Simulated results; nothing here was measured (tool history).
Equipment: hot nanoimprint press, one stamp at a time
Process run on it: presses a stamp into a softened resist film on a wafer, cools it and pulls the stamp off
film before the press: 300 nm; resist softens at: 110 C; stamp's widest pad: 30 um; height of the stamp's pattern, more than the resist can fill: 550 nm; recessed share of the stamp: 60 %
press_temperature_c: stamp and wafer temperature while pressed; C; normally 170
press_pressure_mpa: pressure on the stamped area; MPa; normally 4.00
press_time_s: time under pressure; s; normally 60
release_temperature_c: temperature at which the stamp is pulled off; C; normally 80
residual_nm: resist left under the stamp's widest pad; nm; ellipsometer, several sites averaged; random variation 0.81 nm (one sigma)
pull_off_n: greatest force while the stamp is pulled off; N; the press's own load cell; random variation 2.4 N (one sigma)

run	day	press_temperature_c	press_pressure_mpa	press_time_s	release_temperature_c	residual_nm	pull_off_n
1	0.000	170	4.00	60	80	146.1	162
2	0.625	170	5.76	60	80	124.4	165
# day 1.338: stamp cleaned and given a new release coat
3	1.804	170	5.76	60	80	123.8	104
4	2.304	170	5.76	57	80	125.9	111
5	2.725	170	5.76	57	68	126.6	136
6	3.100	164	3.05	53	82	206.6	102
7	3.867	164	3.05	53	82	205.1	105

What does the tool deliver on the next run?
8	4.625	178	2.45	60	78	?	?

Logged for run 8: residual_nm 143.1 nm, pull_off_n 116 N.
The same run, on a tool lacking any hidden state, would have yielded residual_nm 142.6 nm, pull_off_n 111 N.
